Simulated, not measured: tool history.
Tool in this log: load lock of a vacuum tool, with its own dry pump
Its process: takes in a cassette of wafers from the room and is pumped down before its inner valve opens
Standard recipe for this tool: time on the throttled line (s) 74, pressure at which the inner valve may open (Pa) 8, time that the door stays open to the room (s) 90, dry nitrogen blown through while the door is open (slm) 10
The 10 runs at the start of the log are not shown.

run,hour,time on the throttled line (s),pressure at which the inner valve may open (Pa),time that the door stays open to the room (s),dry nitrogen blown through while the door is open (slm),"incoming humidity of the room's air, %",time from the closed door until the inner valve may open (s),rise of the pressure with all valves shut (Pa/min)
11,2916.1,74,11,90,10,43.8,123.1,0.234
12,3245,74,8,90,10,48.1,126.2,0.242
13,3471.7,74,8,90,10,44.7,124.5,0.235
14,3676.1,74,8,90,10,45.5,125.4,0.241
15,3948.6,74,8,90,10,42.9,126.3,0.24
16,4220.3,74,8,90,10,46.9,126.6,0.247
17,4572.9,74,8,90,10,45.7,127,0.263
18,4763.1,74,8,114,10,46.9,125.8,0.276
19,4966.2,74,13,213,10,47.8,120.6,0.293
20,5160.3,74,13,213,10,44.9,121.5,0.284
21,5541.4,87,9,90,10,44.4,135.8,0.272
22,5918.6,87,9,90,10,41.6,134.6,0.287
23,6283,105,14,90,10,46.2,144.7,0.286
24,6644.5,105,14,90,10,45.5,146.9,0.305
25,6873.3,105,14,90,10,48.6,146.6,0.308
26,7096.1,105,14,90,10,46.2,147.7,0.315
27,7472.5,51,7,46,8,39.6,110.9,0.296
28,7628.4,51,13,46,34,45.6,105.3,0.288
29,7944,56,13,46,6,41.1,111.2,0.317
30,8275.8,118,14,114,7,45.6,157.9,0.345

Forecast each of these 5 alternatives for the next run:
A,8592.1,74,13,35,10,43.5,?,?
B,8592.1,118,14,95,7,45.5,?,?
C,8592.1,112,8,90,6,46.6,?,?
D,8592.1,118,13,105,7,44.9,?,?
E,8592.1,118,6,185,4,45.6,?,?

run,time from the closed door until the inner valve may open (s),rise of the pressure with all valves shut (Pa/min)
A,125,0.312
B,157.2,0.348
C,158.9,0.345
D,157.6,0.352
E,164.2,0.373
Take away the tool's hidden state, keep each run's random variation, and the runs would have read:
run,time from the closed door until the inner valve may open (s),rise of the pressure with all valves shut (Pa/min)
A,116.8,0.034
B,150.7,0.064
C,151.2,0.062
D,151,0.067
E,156.5,0.089
